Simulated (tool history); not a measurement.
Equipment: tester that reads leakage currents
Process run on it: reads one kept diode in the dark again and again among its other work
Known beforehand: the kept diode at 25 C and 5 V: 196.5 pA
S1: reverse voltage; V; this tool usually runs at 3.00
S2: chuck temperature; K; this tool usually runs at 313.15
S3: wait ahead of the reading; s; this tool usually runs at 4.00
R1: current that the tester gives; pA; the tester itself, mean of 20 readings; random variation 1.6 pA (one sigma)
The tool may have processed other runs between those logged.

| run | hour | S1 | S2 | S3 | R1 |
|---|---|---|---|---|---|
| 1 | 0.0 | 3.00 | 313.15 | 4.00 | 534.47 |
| 2 | 230.5 | 3.00 | 313.15 | 4.00 | 534.93 |
| 3 | 334.9 | 3.00 | 313.15 | 4.00 | 535.46 |
| 4 | 476.7 | 7.95 | 313.15 | 4.00 | 825.04 |
| 5 | 711.5 | 7.95 | 313.15 | 4.00 | 821.33 |
|  | 839.3 | probe card cleaned and baked |
| 6 | 870.6 | 7.95 | 313.15 | 4.00 | 827.66 |
| 7 | 1096.7 | 7.95 | 313.15 | 4.00 | 825.46 |
|  | 1323.1 | chuck's temperature calibrated |
| 8 | 1331.3 | 7.95 | 313.15 | 4.00 | 829.24 |
| 9 | 1502.6 | 3.00 | 313.15 | 4.00 | 534.66 |
| 10 | 1738.6 | 3.00 | 313.15 | 4.00 | 537.09 |
| 11 | 1948.6 | 3.00 | 313.15 | 4.00 | 533.48 |
| 12 | 2078.1 | 1.86 | 313.15 | 4.00 | 432.44 |
| 13 | 2182.1 | 12.60 | 313.15 | 4.00 | 1005.72 |
| 14 | 2353.3 | 12.60 | 313.15 | 4.00 | 1007.39 |
| 15 | 2581.3 | 12.60 | 313.15 | 4.00 | 1012.00 |
| 16 | 2789.5 | 12.60 | 313.15 | 4.00 | 1007.43 |
| 17 | 2934.4 | 2.19 | 313.15 | 4.00 | 467.60 |
|  | 2950.0 | tester calibrated |
|  | 2993.2 | probe card cleaned and baked |
| 18 | 3127.7 | 2.19 | 313.15 | 4.00 | 465.39 |
| 19 | 3361.1 | 3.00 | 322.15 | 4.00 | 1060.10 |
| 20 | 3525.3 | 3.00 | 322.15 | 4.00 | 1054.25 |
|  | 3684.0 | chuck's temperature calibrated |
| 21 | 3684.0 | 1.32 | 313.15 | 4.00 | 373.85 |
| 22 | 3927.6 | 1.90 | 313.15 | 7.34 | 439.29 |
| 23 | 4162.1 | 4.75 | 294.15 | 0.51 | 138.79 |
| 24 | 4403.8 | 4.75 | 294.15 | 0.51 | 137.66 |
| 25 | 4600.6 | 3.00 | 323.15 | 0.47 | 1141.52 |
| 26 | 4810.1 | 7.41 | 313.15 | 1.29 | 800.62 |
| 27 | 4952.8 | 7.22 | 303.15 | 0.89 | 354.00 |
| 28 | 5067.0 | 7.22 | 309.15 | 0.58 | 580.37 |
|  | 5134.7 | probe card cleaned and baked |
| 29 | 5232.0 | 1.22 | 308.15 | 1.54 | 241.42 |
| 30 | 5349.2 | 16.97 | 296.15 | 1.00 | 288.55 |
| 31 | 5499.4 | 16.97 | 296.15 | 1.00 | 288.70 |
| 32 | 5684.6 | 2.17 | 296.15 | 9.04 | 114.48 |
| 33 | 5806.9 | 5.96 | 303.15 | 1.21 | 326.85 |
| 34 | 5915.3 | 8.68 | 320.15 | 0.34 | 1468.13 |
|  | 6048.5 | chuck's temperature calibrated |
| 35 | 6121.3 | 8.68 | 320.15 | 0.34 | 1465.36 |
| 36 | 6294.5 | 1.60 | 300.15 | 4.00 | 140.68 |
| 37 | 6466.1 | 1.60 | 300.15 | 4.00 | 141.19 |
| 38 | 6628.3 | 1.60 | 300.15 | 4.00 | 140.90 |
| 39 | 6818.0 | 4.83 | 299.15 | 9.09 | 210.70 |

Forecast each of these 3 alternatives for the next run:
|  | 6941.2 | tester calibrated |
| A | 7037.9 | 3.00 | 303.15 | 4.00 | ? |
|  | 6941.2 | tester calibrated |
| B | 7037.9 | 3.00 | 315.15 | 8.42 | ? |
|  | 6941.2 | tester calibrated |
| C | 7037.9 | 7.27 | 315.15 | 0.52 | ? |

| run | R1 |
|---|---|
| A | 239.70 |
| B | 622.53 |
| C | 925.91 |
The same runs, with their run-to-run variation unchanged, on a tool lacking any hidden condition would have given:
| run | R1 |
|---|---|
| A | 239.89 |
| B | 623.09 |
| C | 926.67 |

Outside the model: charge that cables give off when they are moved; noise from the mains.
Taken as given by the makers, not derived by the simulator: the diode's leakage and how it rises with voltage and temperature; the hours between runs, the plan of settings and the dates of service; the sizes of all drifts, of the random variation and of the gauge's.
